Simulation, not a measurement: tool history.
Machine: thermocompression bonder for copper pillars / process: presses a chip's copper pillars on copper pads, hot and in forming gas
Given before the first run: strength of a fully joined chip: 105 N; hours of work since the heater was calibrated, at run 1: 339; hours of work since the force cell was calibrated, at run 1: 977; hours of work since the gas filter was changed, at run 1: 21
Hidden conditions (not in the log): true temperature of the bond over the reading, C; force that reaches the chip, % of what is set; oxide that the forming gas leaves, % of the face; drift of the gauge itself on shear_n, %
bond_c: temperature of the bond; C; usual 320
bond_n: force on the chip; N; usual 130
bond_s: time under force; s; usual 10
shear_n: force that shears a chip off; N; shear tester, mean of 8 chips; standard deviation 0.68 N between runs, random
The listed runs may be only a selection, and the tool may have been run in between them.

run	day	bond_c	bond_n	bond_s	hours of work since the heater was calibrated	hours of work since the force cell was calibrated	hours of work since the gas filter was changed	shear_n
1	0	320	130	10	339	977	21	45
2	1.617	320	130	10	360	999	42	44.7
3	3.829	320	130	10	389	1028	71	43.8
4	5.329	320	130	10	409	1047	91	44.6
5	6.779	320	130	10	428	1067	110	43.4
6	9.067	320	130	10	458	1097	140	42.4
7	12.058	320	130	25	498	1136	179	56.4
8	13.433	320	130	25	516	1154	197	58.3

For run 9, what comes out?
9	15.729	320	130	25	546	1184	228	?

Run 9 measured shear_n 56.8 N.
With no hidden state in the tool, this same run would have given shear_n 62.1 N.
